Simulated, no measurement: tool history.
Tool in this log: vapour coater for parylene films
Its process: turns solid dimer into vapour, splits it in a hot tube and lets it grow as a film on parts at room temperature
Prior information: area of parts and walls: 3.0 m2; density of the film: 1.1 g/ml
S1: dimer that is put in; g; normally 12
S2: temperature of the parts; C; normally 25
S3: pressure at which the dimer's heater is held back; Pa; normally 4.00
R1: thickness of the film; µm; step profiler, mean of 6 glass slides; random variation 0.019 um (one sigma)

run 1 hour=0.0 | S1=12 S2=25 S3=4.00 | R1=2.26
run 2 hour=67.0 | S1=12 S2=25 S3=4.00 | R1=2.21
run 3 hour=138.0 | S1=12 S2=25 S3=4.00 | R1=2.22
run 4 hour=175.8 | S1=12 S2=25 S3=4.00 | R1=2.18
run 5 hour=229.4 | S1=12 S2=25 S3=4.00 | R1=2.20
run 6 hour=259.6 | S1=12 S2=25 S3=4.00 | R1=2.20
run 7 hour=304.6 | S1=12 S2=26 S3=4.00 | R1=2.14
run 8 hour=361.1 | S1=12 S2=26 S3=2.14 | R1=2.46
run 9 hour=403.5 | S1=12 S2=25 S3=4.00 | R1=2.17
run 10 hour=472.7 | S1=12 S2=25 S3=4.00 | R1=2.18
run 11 hour=513.9 | S1=12 S2=25 S3=4.00 | R1=2.15
run 12 hour=580.0 | S1=12 S2=25 S3=4.00 | R1=2.13
run 13 hour=615.8 | S1=12 S2=25 S3=3.75 | R1=2.18
run 14 hour=680.2 | S1=12 S2=25 S3=3.75 | R1=2.16
run 15 hour=709.7 | S1=12 S2=25 S3=4.00 | R1=2.13
-- hour=724.5 trap's valve overhauled
-- hour=730.9 table's thermometer calibrated
run 16 hour=780.2 | S1=12 S2=25 S3=4.00 | R1=2.32
run 17 hour=822.6 | S1=12 S2=25 S3=4.00 | R1=2.26
run 18 hour=861.7 | S1=12 S2=25 S3=4.00 | R1=2.25
run 19 hour=908.1 | S1=12 S2=25 S3=4.00 | R1=2.24
run 20 hour=951.6 | S1=12 S2=25 S3=4.00 | R1=2.22
run 21 hour=988.2 | S1=12 S2=25 S3=4.00 | R1=2.25
run 22 hour=1025.0 | S1=12 S2=25 S3=10.49 | R1=1.82
run 23 hour=1069.2 | S1=12 S2=25 S3=10.49 | R1=1.87
run 24 hour=1121.7 | S1=12 S2=27 S3=6.00 | R1=1.97
run 25 hour=1174.0 | S1=12 S2=27 S3=6.00 | R1=1.96
run 26 hour=1216.6 | S1=12 S2=35 S3=6.00 | R1=1.70
run 27 hour=1253.3 | S1=12 S2=35 S3=6.00 | R1=1.70
run 28 hour=1282.2 | S1=12 S2=35 S3=6.00 | R1=1.66
run 29 hour=1340.1 | S1=6 S2=25 S3=6.00 | R1=1.01
run 30 hour=1402.8 | S1=12 S2=34 S3=4.00 | R1=1.85
run 31 hour=1439.4 | S1=12 S2=25 S3=4.00 | R1=2.18
run 32 hour=1498.8 | S1=10 S2=32 S3=4.36 | R1=1.53
run 33 hour=1558.4 | S1=5 S2=27 S3=7.11 | R1=0.76
-- hour=1579.9 trap's valve overhauled
run 34 hour=1601.0 | S1=5 S2=18 S3=11.49 | R1=0.87
run 35 hour=1638.0 | S1=7 S2=30 S3=3.85 | R1=1.21
run 36 hour=1681.8 | S1=11 S2=30 S3=2.56 | R1=2.06
run 37 hour=1729.2 | S1=9 S2=20 S3=3.55 | R1=1.90
run 38 hour=1784.4 | S1=9 S2=20 S3=3.55 | R1=1.88
run 39 hour=1837.6 | S1=16 S2=19 S3=3.43 | R1=3.41
run 40 hour=1906.3 | S1=10 S2=19 S3=10.85 | R1=1.66
run 41 hour=1958.0 | S1=10 S2=19 S3=10.85 | R1=1.65
run 42 hour=2023.6 | S1=10 S2=19 S3=10.85 | R1=1.67
run 43 hour=2088.3 | S1=10 S2=19 S3=10.85 | R1=1.66
run 44 hour=2121.2 | S1=10 S2=18 S3=3.99 | R1=2.04
run 45 hour=2169.9 | S1=12 S2=35 S3=6.87 | R1=1.59

Predict each of these 5 candidate next runs independently; none follows another, all start after run 45:
run A hour=2213.7 | S1=19 S2=25 S3=4.00 | R1=?
run B hour=2213.7 | S1=20 S2=21 S3=7.44 | R1=?
run C hour=2213.7 | S1=5 S2=25 S3=4.69 | R1=?
run D hour=2213.7 | S1=13 S2=35 S3=3.17 | R1=?
run E hour=2213.7 | S1=6 S2=20 S3=6.87 | R1=?

run=A R1=3.40
run=B R1=3.41
run=C R1=0.90
run=D R1=2.04
run=E R1=1.06
With no hidden state in the tool, these same runs would have given:
run=A R1=3.60
run=B R1=3.61
run=C R1=0.96
run=D R1=2.16
run=E R1=1.12
